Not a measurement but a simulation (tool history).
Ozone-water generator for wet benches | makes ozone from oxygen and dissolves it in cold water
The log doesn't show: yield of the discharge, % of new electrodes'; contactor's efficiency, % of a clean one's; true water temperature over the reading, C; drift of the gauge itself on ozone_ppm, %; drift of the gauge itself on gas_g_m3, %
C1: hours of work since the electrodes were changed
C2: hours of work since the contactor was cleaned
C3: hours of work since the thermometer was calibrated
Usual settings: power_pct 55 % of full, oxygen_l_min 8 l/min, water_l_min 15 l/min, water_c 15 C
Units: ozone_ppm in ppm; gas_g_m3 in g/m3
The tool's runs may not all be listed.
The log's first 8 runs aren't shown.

Run 9, hour 427.9: usual settings; C1 866; C2 24; C3 2751. Result: ozone_ppm 29.8 ppm, gas_g_m3 212.8 g/m3.
Run 10, hour 473: usual settings; C1 895; C2 52; C3 2780. Result: ozone_ppm 29.8 ppm, gas_g_m3 209.7 g/m3.
Run 11, hour 505.3: usual settings but water_c 7 C; C1 916; C2 73; C3 2801. Result: ozone_ppm 34.3 ppm, gas_g_m3 210.8 g/m3.
Run 12, hour 537.3: usual settings but power_pct 82 % of full; C1 936; C2 94; C3 2821. Result: ozone_ppm 36.6 ppm, gas_g_m3 258.1 g/m3.
Run 13, hour 571.6: usual settings but oxygen_l_min 11.76 l/min; C1 958; C2 116; C3 2843. Result: ozone_ppm 28.9 ppm, gas_g_m3 181.9 g/m3.
Run 14, hour 635.6: usual settings but oxygen_l_min 11.76 l/min; C1 999; C2 157; C3 2884. Result: ozone_ppm 29.4 ppm, gas_g_m3 180.6 g/m3.
Run 15, hour 698.4: usual settings but oxygen_l_min 11.76 l/min; C1 1039; C2 197; C3 2925. Result: ozone_ppm 28.9 ppm, gas_g_m3 180.4 g/m3.
Run 16, hour 771.9: usual settings but oxygen_l_min 11.76 l/min; C1 1086; C2 244; C3 2972. Result: ozone_ppm 29.2 ppm, gas_g_m3 179 g/m3.
Run 17, hour 817.7: usual settings but oxygen_l_min 11.76 l/min; C1 1116; C2 273; C3 3001. Result: ozone_ppm 29 ppm, gas_g_m3 181.9 g/m3.
Run 18, hour 874.9: usual settings but power_pct 100 % of full, water_l_min 11 l/min, water_c 17 C; C1 1152; C2 310; C3 3038. Result: ozone_ppm 47.1 ppm, gas_g_m3 282.7 g/m3.
Run 19, hour 923.6: usual settings but power_pct 100 % of full, water_l_min 11 l/min, water_c 17 C; C1 1183; C2 341; C3 3069. Result: ozone_ppm 47.6 ppm, gas_g_m3 286.2 g/m3.
Run 20, hour 975: usual settings but oxygen_l_min 5.68 l/min, water_c 8 C; C1 1216; C2 374; C3 3102. Result: ozone_ppm 32.9 ppm, gas_g_m3 239.7 g/m3.
Run 21, hour 1005.2: usual settings but oxygen_l_min 5.68 l/min, water_c 8 C; C1 1236; C2 393; C3 3121. Result: ozone_ppm 33 ppm, gas_g_m3 241 g/m3.
Run 22, hour 1067.8: usual settings but power_pct 68 % of full; C1 1276; C2 433; C3 3161. Result: ozone_ppm 33.3 ppm, gas_g_m3 231.9 g/m3.
At hour 1072.6: water thermometer calibrated.
Run 23, hour 1106.4: usual settings but power_pct 68 % of full; C1 1300; C2 458; C3 22. Result: ozone_ppm 32.8 ppm, gas_g_m3 235.1 g/m3.
Run 24, hour 1172.5: usual settings but water_c 11 C; C1 1343; C2 500; C3 64. Result: ozone_ppm 31.9 ppm, gas_g_m3 208.8 g/m3.
Run 25, hour 1243.5: usual settings but power_pct 86 % of full, oxygen_l_min 4.41 l/min, water_l_min 14 l/min, water_c 11 C; C1 1388; C2 546; C3 109. Result: ozone_ppm 39.8 ppm, gas_g_m3 333.9 g/m3.
Run 26, hour 1273.8: usual settings but water_l_min 9 l/min; C1 1407; C2 565; C3 129. Result: ozone_ppm 40.7 ppm, gas_g_m3 208.2 g/m3.
Run 27, hour 1310.6: usual settings but water_l_min 9 l/min; C1 1431; C2 589; C3 152. Result: ozone_ppm 40.5 ppm, gas_g_m3 207 g/m3.
At hour 1321.9: water thermometer calibrated, once more.
Run 28, hour 1354.2: usual settings but power_pct 70 % of full; C1 1459; C2 616; C3 21. Result: ozone_ppm 33.4 ppm, gas_g_m3 236.3 g/m3.
Run 29, hour 1387.7: usual settings but power_pct 70 % of full; C1 1480; C2 638; C3 42. Result: ozone_ppm 33.5 ppm, gas_g_m3 235.3 g/m3.
Run 30, hour 1426: usual settings but power_pct 59 % of full; C1 1505; C2 662; C3 67. Result: ozone_ppm 30.7 ppm, gas_g_m3 216.8 g/m3.
Run 31, hour 1488.8: usual settings but power_pct 59 % of full; C1 1545; C2 702; C3 107. Result: ozone_ppm 30.3 ppm, gas_g_m3 216 g/m3.
Run 32, hour 1525.8: usual settings but water_l_min 9 l/min; C1 1568; C2 726; C3 131. Result: ozone_ppm 41.2 ppm, gas_g_m3 207.8 g/m3.

5 ways to go on from here, each from the tool as it stands after run 32. What would each give?
Run A, hour 1570.5: usual settings but power_pct 75 % of full, oxygen_l_min 4.31 l/min, water_l_min 11 l/min; C1 1597; C2 755; C3 159. Result: ozone_ppm ?, gas_g_m3 ?.
Run B, hour 1570.5: usual settings but oxygen_l_min 13.4 l/min, water_l_min 22 l/min, water_c 21 C; C1 1597; C2 755; C3 159. Result: ozone_ppm ?, gas_g_m3 ?.
Run C, hour 1570.5: usual settings but oxygen_l_min 4.26 l/min, water_l_min 9 l/min, water_c 20 C; C1 1597; C2 755; C3 159. Result: ozone_ppm ?, gas_g_m3 ?.
Run D, hour 1570.5: usual settings but power_pct 65 % of full, water_l_min 13 l/min, water_c 21 C; C1 1597; C2 755; C3 159. Result: ozone_ppm ?, gas_g_m3 ?.
Run E, hour 1570.5: usual settings but oxygen_l_min 5.66 l/min, water_l_min 11 l/min; C1 1597; C2 755; C3 159. Result: ozone_ppm ?, gas_g_m3 ?.

run  ozone_ppm  gas_g_m3
  A       42.7     310.1
  B       19.3       170
  C       38.3     269.1
  D       31.1     225.8
  E       36.7     236.8
Without the tool's hidden state the same runs would have given:
run  ozone_ppm  gas_g_m3
  A       44.9     323.9
  B       20.2     176.4
  C       39.9     279.3
  D       32.6     235.1
  E       38.3     245.7
